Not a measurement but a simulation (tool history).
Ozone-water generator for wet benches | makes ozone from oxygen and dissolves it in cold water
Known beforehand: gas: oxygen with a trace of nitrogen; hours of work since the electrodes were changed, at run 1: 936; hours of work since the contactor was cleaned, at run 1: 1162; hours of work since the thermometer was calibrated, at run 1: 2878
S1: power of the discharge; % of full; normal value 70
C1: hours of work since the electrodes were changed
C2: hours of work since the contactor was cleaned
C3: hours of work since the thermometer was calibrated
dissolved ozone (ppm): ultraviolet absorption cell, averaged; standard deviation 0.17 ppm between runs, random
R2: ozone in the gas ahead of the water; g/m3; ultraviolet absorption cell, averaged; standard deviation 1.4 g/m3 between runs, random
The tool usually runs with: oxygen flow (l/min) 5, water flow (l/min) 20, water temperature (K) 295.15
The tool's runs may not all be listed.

Run 1, hour 0: usual settings; C1 936; C2 1162; C3 2878. Result: dissolved ozone (ppm) 21.5, R2 265.2 g/m3.
Run 2, hour 47.3: usual settings; C1 974; C2 1199; C3 2915. Result: dissolved ozone (ppm) 21.3, R2 265.6 g/m3.
Run 3, hour 80.4: usual settings; C1 1000; C2 1225; C3 2942. Result: dissolved ozone (ppm) 21.4, R2 263.6 g/m3.
Run 4, hour 146.2: usual settings; C1 1052; C2 1277; C3 2994. Result: dissolved ozone (ppm) 21.6, R2 267 g/m3.
Run 5, hour 215.3: usual settings; C1 1106; C2 1332; C3 3048. Result: dissolved ozone (ppm) 21.6, R2 267 g/m3.
Run 6, hour 277: usual settings; C1 1155; C2 1381; C3 3097. Result: dissolved ozone (ppm) 21.5, R2 266.4 g/m3.
Run 7, hour 324.8: usual settings; C1 1193; C2 1418; C3 3135. Result: dissolved ozone (ppm) 21.2, R2 265.1 g/m3.
Run 8, hour 390.2: usual settings; C1 1244; C2 1470; C3 3186. Result: dissolved ozone (ppm) 21.3, R2 265.9 g/m3.
Run 9, hour 432.4: usual settings; C1 1278; C2 1503; C3 3219. Result: dissolved ozone (ppm) 21.5, R2 264.3 g/m3.
Run 10, hour 494.6: usual settings but oxygen flow (l/min) 5.74; C1 1327; C2 1552; C3 3269. Result: dissolved ozone (ppm) 20.9, R2 243.6 g/m3.
Run 11, hour 556.5: usual settings but oxygen flow (l/min) 5.74; C1 1376; C2 1601; C3 3317. Result: dissolved ozone (ppm) 21.1, R2 242.1 g/m3.
Run 12, hour 624.3: usual settings but oxygen flow (l/min) 5.74; C1 1429; C2 1655; C3 3371. Result: dissolved ozone (ppm) 21.1, R2 243.3 g/m3.
Run 13, hour 662.1: usual settings but oxygen flow (l/min) 5.74; C1 1459; C2 1685; C3 3401. Result: dissolved ozone (ppm) 21.3, R2 245.3 g/m3.
Run 14, hour 692.9: usual settings but oxygen flow (l/min) 5.74; C1 1483; C2 1709; C3 3425. Result: dissolved ozone (ppm) 21.2, R2 241.1 g/m3.
Run 15, hour 758.8: usual settings; C1 1535; C2 1761; C3 3477. Result: dissolved ozone (ppm) 21.3, R2 263.1 g/m3.
Run 16, hour 790.4: usual settings; C1 1560; C2 1786; C3 3502. Result: dissolved ozone (ppm) 21.4, R2 263.3 g/m3.
Run 17, hour 828.2: usual settings but oxygen flow (l/min) 2.9, water flow (l/min) 28, water temperature (K) 301.15; C1 1590; C2 1816; C3 3532. Result: dissolved ozone (ppm) 14.6, R2 372.8 g/m3.

For run 18, what comes out?
Run 18, hour 858.5: usual settings but oxygen flow (l/min) 2.9, water flow (l/min) 28, water temperature (K) 301.15; C1 1614; C2 1840; C3 3556. Result: dissolved ozone (ppm) ?, R2 ?.

dissolved ozone (ppm): 14.6
R2: 369 g/m3
Take away the tool's hidden state, keep the run-to-run variation as it was, and the same run would have given dissolved ozone (ppm) 15.2, R2 378.5 g/m3.
